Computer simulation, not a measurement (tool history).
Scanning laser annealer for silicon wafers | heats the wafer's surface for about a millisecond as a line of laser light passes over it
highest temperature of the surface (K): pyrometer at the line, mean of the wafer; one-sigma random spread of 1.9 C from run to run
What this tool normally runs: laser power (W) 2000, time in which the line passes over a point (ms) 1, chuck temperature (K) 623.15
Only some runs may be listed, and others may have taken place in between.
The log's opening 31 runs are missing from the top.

| run | hour | laser power (W) | time in which the line passes over a point (ms) | chuck temperature (K) | highest temperature of the surface (K) |
|---|---|---|---|---|---|
| 32 | 237.3 | 1705 | 1 | 623.15 | 1304.15 |
| 33 | 243.8 | 1705 | 1 | 623.15 | 1300.15 |
| 34 | 254 | 2058 | 1.11 | 642.15 | 1510.15 |
| 35 | 259.4 | 2058 | 1.11 | 642.15 | 1509.15 |
| 36 | 267.5 | 1843 | 1.11 | 642.15 | 1421.15 |
| 37 | 275.8 | 2191 | 0.94 | 642.15 | 1484.15 |
| 38 | 282.9 | 1996 | 0.94 | 641.15 | 1412.15 |
| 39 | 289.2 | 1998 | 1 | 617.15 | 1412.15 |
| 40 | 297.8 | 1865 | 1.03 | 657.15 | 1410.15 |

Consider 3 possible next runs. They are alternatives, not a sequence: every one starts from the tool as it was left by run 40. What does each give?
| A | 305.3 | 2173 | 1.06 | 598.15 | ? |
| B | 305.3 | 2000 | 1.17 | 623.15 | ? |
| C | 305.3 | 2019 | 1.24 | 662.15 | ? |

| run | highest temperature of the surface (K) |
|---|---|
| A | 1491.15 |
| B | 1492.15 |
| C | 1566.15 |
Without the tool's hidden state the same runs would have given:
| run | highest temperature of the surface (K) |
|---|---|
| A | 1492.15 |
| B | 1492.15 |
| C | 1567.15 |
